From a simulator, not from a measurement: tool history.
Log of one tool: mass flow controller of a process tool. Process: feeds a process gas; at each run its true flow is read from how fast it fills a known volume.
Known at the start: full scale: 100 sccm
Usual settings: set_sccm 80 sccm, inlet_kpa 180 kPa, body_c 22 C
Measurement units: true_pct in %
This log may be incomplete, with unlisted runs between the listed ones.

run    hour  set_sccm  inlet_kpa  body_c  true_pct
  1       0        80        180      22     99.49
  2   103.8        80        170      22     99.59
  3   161.4        80        170      22     99.61
  4   263.8        80        170      22     99.66
  5   312.1        80        170      22     99.65
  6   385.4        80        170      22      99.7
  7   443.8        80        170      22     99.58
  8   516.4        80        180      22     99.52
  9   604.9        80        180      22     99.49
 10   703.5        80        180      22     99.62
 11   788.7        80        180      22     99.53
 12   846.8        80        180      22     99.57
 13   899.8        80        180      22     99.56
 14  1011.5        80        180      22      99.5
 15  1062.3        80        180      22     99.49
 16  1119.6        72        180      22     99.34
 17  1180.6        72        180      22     99.33

Run 18 has not been measured yet. What should we expect?
 18  1293.7        39        180      21         ?

{"run 18": {"true_pct": 98.59}}
With no hidden state in the tool, this same run would have given true_pct 98.59 %.
